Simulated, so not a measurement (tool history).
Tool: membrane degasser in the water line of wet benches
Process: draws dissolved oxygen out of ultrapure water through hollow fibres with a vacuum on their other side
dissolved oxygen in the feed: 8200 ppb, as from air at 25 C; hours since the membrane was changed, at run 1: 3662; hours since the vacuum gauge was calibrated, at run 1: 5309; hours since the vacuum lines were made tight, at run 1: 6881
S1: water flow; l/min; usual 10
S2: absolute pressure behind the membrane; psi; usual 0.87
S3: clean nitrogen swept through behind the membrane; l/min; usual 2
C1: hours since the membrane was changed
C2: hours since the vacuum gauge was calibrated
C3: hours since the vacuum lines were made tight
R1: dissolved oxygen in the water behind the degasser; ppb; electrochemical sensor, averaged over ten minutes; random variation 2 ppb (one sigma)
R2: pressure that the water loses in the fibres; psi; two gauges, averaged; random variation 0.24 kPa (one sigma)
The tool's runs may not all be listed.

run   hour  S1     S2    S3    C1    C2    C3     R1     R2
  1      0  10   0.87     2  3662  5309  6881  196.2  9.129
  2   89.1  10   0.87     2  3751  5398  6970    199  8.984
  3  157.6  10   0.87     2  3820  5467  7039  195.1   9.04
  4  224.2   9   0.87     2  3886  5534  7105  167.2  8.189
  5  291.4   9   0.87     2  3954  5601  7173  167.2  8.161
  6    329  10  1.081     2  3991  5638  7210  213.9  9.016
  7  415.7  10  1.081     2  4078  5725  7297  214.8  8.991
  8  499.1  10  0.673     2  4161  5808  7380  182.5  9.042
  9  578.1  11  0.673  3.05  4240  5887  7459  206.8  9.918
 10  628.3  11  0.673  3.05  4290  5938  7510  202.6  9.934
 11  673.4  11  0.673  3.05  4335  5983  7555  206.1  9.889
 12  760.5  10   0.87     2  4423  6070  7642  197.1  9.017
 13    818   8   0.87     2  4480  6127  7699  140.3  7.169
 14  887.5   8  1.265     2  4550  6197  7769  167.8  7.184
 15  951.7   8  1.265     2  4614  6261  7833  165.1  7.224

The same runs without the tool's hidden state, with the same run-to-run variation:
The hidden state here: membrane still open, %; true pressure behind the membrane over the reading, kPa; air that leaks in behind the membrane, l/min; drift of the gauge itself on oxygen_ppb, %; drift of the gauge itself on loss_of_pressure_kpa, %.
run     R2
  1  9.126
  2  8.988
  3  9.049
  4    8.2
  5  8.177
  6  9.037
  7  9.018
  8  9.074
  9   9.96
 10  9.979
 11  9.938
 12  9.068
 13  7.213
 14  7.232
 15  7.277
R1: within 0.3 ppb of the measured result in every run.
